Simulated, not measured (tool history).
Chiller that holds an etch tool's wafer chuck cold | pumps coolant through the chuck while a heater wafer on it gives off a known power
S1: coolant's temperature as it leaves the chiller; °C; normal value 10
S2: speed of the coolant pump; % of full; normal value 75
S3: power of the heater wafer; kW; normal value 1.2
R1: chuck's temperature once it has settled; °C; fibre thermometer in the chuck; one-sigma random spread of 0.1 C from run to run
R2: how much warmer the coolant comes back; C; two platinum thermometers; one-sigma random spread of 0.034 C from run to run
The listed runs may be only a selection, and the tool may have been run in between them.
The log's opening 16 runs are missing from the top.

Run 17, hour 1805.1: usual settings. Result: R1 23 °C, R2 5.82 C.
Run 18, hour 1971.5: usual settings but S2 98 % of full, S3 0.796 kW. Result: R1 17.2 °C, R2 2.88 C.
Run 19, hour 2088.4: usual settings but S1 13 °C, S2 69 % of full, S3 0.767 kW. Result: R1 22 °C, R2 4.09 C.
Run 20, hour 2213.2: usual settings but S1 13 °C, S2 69 % of full, S3 0.767 kW. Result: R1 21.7 °C, R2 4.04 C.
Run 21, hour 2328.3: usual settings but S1 1 °C, S2 63 % of full, S3 1.553 kW. Result: R1 20.3 °C, R2 9.06 C.
Run 22, hour 2476.4: usual settings but S1 8 °C, S2 68 % of full. Result: R1 22.1 °C, R2 6.43 C.
Run 23, hour 2568.2: usual settings but S1 12 °C, S2 68 % of full, S3 0.887 kW. Result: R1 22.4 °C, R2 4.81 C.
Run 24, hour 2643.7: usual settings but S1 5 °C, S2 94 % of full. Result: R1 16.5 °C, R2 4.74 C.
Run 25, hour 2773.9: usual settings but S1 4 °C, S2 94 % of full, S3 0.612 kW. Result: R1 9.9 °C, R2 2.38 C.
Run 26, hour 2879.2: usual settings but S1 4 °C, S2 94 % of full, S3 0.612 kW. Result: R1 10 °C, R2 2.32 C.
Run 27, hour 2997.7: usual settings but S1 4 °C, S2 94 % of full, S3 0.612 kW. Result: R1 9.9 °C, R2 2.4 C.
At hour 3036.2: chiller's thermometer calibrated.
Run 28, hour 3169.6: usual settings but S1 9 °C. Result: R1 22.8 °C, R2 5.96 C.
Run 29, hour 3262.6: usual settings but S1 9 °C. Result: R1 22.9 °C, R2 5.92 C.
Run 30, hour 3430.9: usual settings but S1 14 °C. Result: R1 28 °C, R2 5.99 C.
Run 31, hour 3538.8: usual settings but S1 11 °C, S2 93 % of full. Result: R1 23.1 °C, R2 4.81 C.

Predict each of these 3 candidate next runs independently; none follows another, all start after run 31:
Run A, hour 3633.9: usual settings but S1 11 °C, S2 93 % of full, S3 0.901 kW. Result: R1 ?, R2 ?.
Run B, hour 3633.9: usual settings but S1 14 °C, S2 82 % of full, S3 0.938 kW. Result: R1 ?, R2 ?.
Run C, hour 3633.9: usual settings but S1 11 °C, S2 78 % of full. Result: R1 ?, R2 ?.

run    R1    R2
  A  20.2  3.56
  B  24.4  4.28
  C  24.7  5.78
Without the tool's hidden state the same runs would have given:
run    R1    R2
  A  18.4  3.17
  B  22.4  3.81
  C  22.1  5.15
